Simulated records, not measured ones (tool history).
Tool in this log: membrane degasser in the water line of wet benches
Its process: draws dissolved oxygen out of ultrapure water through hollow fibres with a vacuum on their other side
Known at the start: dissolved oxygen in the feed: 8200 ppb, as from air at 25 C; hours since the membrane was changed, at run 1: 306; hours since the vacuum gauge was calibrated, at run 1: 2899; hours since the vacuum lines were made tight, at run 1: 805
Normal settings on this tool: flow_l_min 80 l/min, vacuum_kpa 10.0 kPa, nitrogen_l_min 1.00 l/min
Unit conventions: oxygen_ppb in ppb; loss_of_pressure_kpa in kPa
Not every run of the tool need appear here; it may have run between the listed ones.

run,hour,flow_l_min,vacuum_kpa,nitrogen_l_min,hours since the membrane was changed,hours since the vacuum gauge was calibrated,hours since the vacuum lines were made tight,oxygen_ppb,loss_of_pressure_kpa
1,0.0,80,10.0,1.00,306,2899,805,897.7,67.46
2,39.7,80,10.0,1.00,346,2939,844,886.2,66.88
3,81.9,80,10.0,1.00,388,2981,887,898.8,66.51
4,127.6,80,10.0,1.00,434,3027,932,895.0,67.11
5,174.0,80,10.0,1.00,480,3073,979,903.8,67.43
6,209.9,80,10.0,1.00,516,3109,1015,904.1,66.76
7,251.0,80,10.0,1.00,557,3150,1056,901.6,67.05
8,302.7,120,10.0,1.00,609,3202,1107,1234.0,101.28
9,370.5,120,10.0,1.00,677,3270,1175,1238.0,100.93
10,441.3,120,10.0,0.65,747,3340,1246,1493.5,101.14
11,489.5,53,10.0,0.65,796,3389,1294,861.9,44.33
12,526.1,80,10.0,1.00,832,3425,1331,893.9,67.48
# hour 531.0: vacuum gauge calibrated
13,580.6,80,7.1,1.00,886,50,1385,574.4,67.03
14,646.9,60,24.8,0.80,952,116,1451,2207.4,50.60
15,697.2,60,24.8,0.80,1003,166,1501,2242.8,50.30
# hour 733.3: vacuum gauge calibrated, once more
16,738.2,60,24.8,0.80,1043,5,1542,2216.7,51.02
17,801.4,54,12.4,1.28,1106,68,1605,732.0,45.09
18,847.5,91,12.4,1.55,1153,114,1651,963.9,76.44
19,921.3,50,6.1,0.70,1226,188,1725,353.8,42.61
20,965.5,50,6.1,0.70,1271,232,1769,352.8,42.48
21,1038.5,51,24.0,2.47,1344,305,1842,875.7,42.90
22,1089.9,80,16.1,1.36,1395,357,1894,1278.0,66.79
23,1136.4,80,6.7,0.81,1441,403,1940,563.5,67.51
24,1201.7,76,6.2,2.76,1507,468,2005,216.7,64.02
25,1235.0,60,10.0,0.40,1540,502,2039,1220.4,50.38

What differs in the tool's unlogged condition from the final listed run ahead of each entry between runs to the first listed run following it?
Between runs 12 and 13: vacuum gauge calibrated (hour 531.0)
  true pressure behind the membrane over the reading, kPa: 0.13 -> 0.19; air that leaks in behind the membrane, l/min: 0.0106 -> 0.0109
  what was measured, less what the result would be without the hidden state, oxygen_ppb: +13.9 -> +23.8 ppb; loss_of_pressure_kpa: +0.33 -> +0.36 kPa
Between runs 15 and 16: vacuum gauge calibrated, once more (hour 733.3)
  true pressure behind the membrane over the reading, kPa: 0.2 -> -0.01; air that leaks in behind the membrane, l/min: 0.0115 -> 0.0117
  what was measured, less what the result would be without the hidden state, oxygen_ppb: +13.5 -> -3.0 ppb; loss_of_pressure_kpa: +0.30 -> +0.31 kPa
